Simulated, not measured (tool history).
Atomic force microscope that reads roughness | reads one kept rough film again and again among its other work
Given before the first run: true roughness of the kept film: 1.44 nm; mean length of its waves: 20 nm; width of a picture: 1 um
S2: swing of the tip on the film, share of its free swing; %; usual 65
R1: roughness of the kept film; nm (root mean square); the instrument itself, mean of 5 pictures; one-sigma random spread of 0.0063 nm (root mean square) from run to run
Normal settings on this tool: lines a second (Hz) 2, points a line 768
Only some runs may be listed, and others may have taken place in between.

run 1 hour=0 | lines_a_second_(Hz)=2 S2=65 points_a_line=768 | R1=1.006
run 2 hour=13.2 | lines_a_second_(Hz)=2 S2=65 points_a_line=692 | R1=0.981
run 3 hour=25.1 | lines_a_second_(Hz)=2 S2=65 points_a_line=629 | R1=0.967
run 4 hour=37.7 | lines_a_second_(Hz)=2 S2=65 points_a_line=733 | R1=0.969
-- hour=50.8 new tip fitted
run 5 hour=50.8 | lines_a_second_(Hz)=0.81 S2=65 points_a_line=733 | R1=1.254
run 6 hour=64.7 | lines_a_second_(Hz)=2 S2=65 points_a_line=768 | R1=1.188
run 7 hour=79.6 | lines_a_second_(Hz)=2 S2=65 points_a_line=768 | R1=1.168
run 8 hour=92 | lines_a_second_(Hz)=0.56 S2=65 points_a_line=768 | R1=1.207
-- hour=93.9 height scale calibrated on a step standard
run 9 hour=102.5 | lines_a_second_(Hz)=0.56 S2=74 points_a_line=768 | R1=1.168
run 10 hour=115.9 | lines_a_second_(Hz)=2 S2=59 points_a_line=768 | R1=1.145
-- hour=126.3 height scale calibrated on a step standard, once more
run 11 hour=132 | lines_a_second_(Hz)=2 S2=59 points_a_line=768 | R1=1.12
run 12 hour=146.5 | lines_a_second_(Hz)=2 S2=59 points_a_line=768 | R1=1.093
run 13 hour=161.3 | lines_a_second_(Hz)=2 S2=59 points_a_line=768 | R1=1.082
run 14 hour=176.5 | lines_a_second_(Hz)=2 S2=64 points_a_line=442 | R1=1.034
run 15 hour=188.1 | lines_a_second_(Hz)=2 S2=64 points_a_line=442 | R1=1.032
run 16 hour=202.6 | lines_a_second_(Hz)=2 S2=64 points_a_line=442 | R1=1.015
run 17 hour=213.8 | lines_a_second_(Hz)=2 S2=64 points_a_line=442 | R1=1.004
run 18 hour=220.6 | lines_a_second_(Hz)=2 S2=57 points_a_line=768 | R1=1.021
run 19 hour=227.3 | lines_a_second_(Hz)=3.56 S2=61 points_a_line=793 | R1=0.962
run 20 hour=241.1 | lines_a_second_(Hz)=2 S2=72 points_a_line=339 | R1=0.927
run 21 hour=255 | lines_a_second_(Hz)=1.31 S2=81 points_a_line=975 | R1=0.925
-- hour=262.6 new tip fitted
run 22 hour=268.5 | lines_a_second_(Hz)=1.48 S2=65 points_a_line=644 | R1=1.212
run 23 hour=278.4 | lines_a_second_(Hz)=1.96 S2=78 points_a_line=756 | R1=1.115
run 24 hour=293.1 | lines_a_second_(Hz)=2 S2=72 points_a_line=692 | R1=1.114
run 25 hour=299.8 | lines_a_second_(Hz)=2 S2=72 points_a_line=692 | R1=1.105
run 26 hour=311.5 | lines_a_second_(Hz)=2 S2=65 points_a_line=765 | R1=1.124

What if the next run were any one of these 3? Each begins from the tool's condition after run 26:
run A hour=326 | lines_a_second_(Hz)=1.55 S2=78 points_a_line=275 | R1=?
run B hour=326 | lines_a_second_(Hz)=1.84 S2=72 points_a_line=343 | R1=?
run C hour=326 | lines_a_second_(Hz)=3.17 S2=78 points_a_line=768 | R1=?

run=A R1=1.037
run=B R1=1.076
run=C R1=0.955
Take away the tool's hidden state, keep each run's random variation, and the runs would have read:
run=A R1=1.129
run=B R1=1.172
run=C R1=1.04

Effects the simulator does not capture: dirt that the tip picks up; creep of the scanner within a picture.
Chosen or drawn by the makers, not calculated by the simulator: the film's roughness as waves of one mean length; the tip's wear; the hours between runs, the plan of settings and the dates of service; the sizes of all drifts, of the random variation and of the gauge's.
